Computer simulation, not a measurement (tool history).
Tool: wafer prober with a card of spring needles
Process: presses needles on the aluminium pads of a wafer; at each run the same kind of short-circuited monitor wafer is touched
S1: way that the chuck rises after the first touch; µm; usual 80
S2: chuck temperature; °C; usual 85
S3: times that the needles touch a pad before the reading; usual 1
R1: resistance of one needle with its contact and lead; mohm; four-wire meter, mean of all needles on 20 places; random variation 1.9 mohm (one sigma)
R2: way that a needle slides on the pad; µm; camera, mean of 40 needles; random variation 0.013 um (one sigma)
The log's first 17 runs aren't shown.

At hour 211.2: tips cleaned on abrasive film.
Run 18, hour 212.8: usual settings but S1 94 µm. Result: R1 202 mohm, R2 16.04 µm.
At hour 221.5: tips cleaned on abrasive film.
Run 19, hour 223.6: usual settings but S1 94 µm, S3 2. Result: R1 203 mohm, R2 16.01 µm.
At hour 231.8: tips cleaned on abrasive film.
Run 20, hour 240.9: usual settings but S1 94 µm, S2 56 °C. Result: R1 198 mohm, R2 16.06 µm.
At hour 243.3: tips cleaned on abrasive film.
Run 21, hour 252.0: usual settings but S1 99 µm, S2 55 °C. Result: R1 200 mohm, R2 16.89 µm.
At hour 254.3: tips cleaned on abrasive film.
Run 22, hour 260.7: usual settings but S1 67 µm, S2 117 °C, S3 2. Result: R1 213 mohm, R2 11.40 µm.
At hour 264.9: tips cleaned on abrasive film.
Run 23, hour 274.3: usual settings but S1 67 µm, S2 72 °C. Result: R1 200 mohm, R2 11.42 µm.
At hour 275.8: tips cleaned on abrasive film.
Run 24, hour 284.6: usual settings but S1 69 µm, S2 33 °C, S3 3. Result: R1 198 mohm, R2 11.71 µm.
At hour 286.1: tips cleaned on abrasive film.
Run 25, hour 294.0: usual settings but S3 3. Result: R1 204 mohm, R2 13.61 µm.
At hour 297.0: tips cleaned on abrasive film.
Run 26, hour 304.5: usual settings. Result: R1 204 mohm, R2 13.58 µm.
At hour 307.3: tips cleaned on abrasive film.
Run 27, hour 313.8: usual settings. Result: R1 204 mohm, R2 13.58 µm.
At hour 318.4: tips cleaned on abrasive film.
Run 28, hour 323.8: usual settings but S1 69 µm, S3 2. Result: R1 205 mohm, R2 11.70 µm.
At hour 329.8: tips cleaned on abrasive film.
Run 29, hour 331.3: usual settings but S1 69 µm, S3 2. Result: R1 206 mohm, R2 11.71 µm.
At hour 340.6: tips cleaned on abrasive film.
Run 30, hour 340.7: usual settings but S1 69 µm, S2 87 °C, S3 2. Result: R1 205 mohm, R2 11.72 µm.
At hour 348.6: gauge calibrated.
At hour 352.2: tips cleaned on abrasive film.
Run 31, hour 356.3: usual settings but S1 69 µm, S2 87 °C, S3 2. Result: R1 206 mohm, R2 11.88 µm.
At hour 363.3: tips cleaned on abrasive film.
Run 32, hour 366.5: usual settings but S1 91 µm, S2 38 °C. Result: R1 193 mohm, R2 15.69 µm.
At hour 373.8: tips cleaned on abrasive film.
Run 33, hour 373.8: usual settings but S1 91 µm, S2 45 °C, S3 2. Result: R1 197 mohm, R2 15.68 µm.

Forecast each of these 3 alternatives for the next run:
At hour 385.4: tips cleaned on abrasive film.
Run A, hour 391.0: usual settings but S1 91 µm, S2 49 °C, S3 2. Result: R1 ?, R2 ?.
At hour 385.4: tips cleaned on abrasive film.
Run B, hour 391.0: usual settings but S1 72 µm, S2 124 °C, S3 3. Result: R1 ?, R2 ?.
At hour 385.4: tips cleaned on abrasive film.
Run C, hour 391.0: usual settings but S1 82 µm, S2 43 °C, S3 3. Result: R1 ?, R2 ?.

run   R1     R2
  A  195  15.65
  B  217  12.40
  C  194  14.09
Without the tool's hidden state the same runs would have given:
run   R1     R2
  A  195  15.69
  B  217  12.43
  C  193  14.12
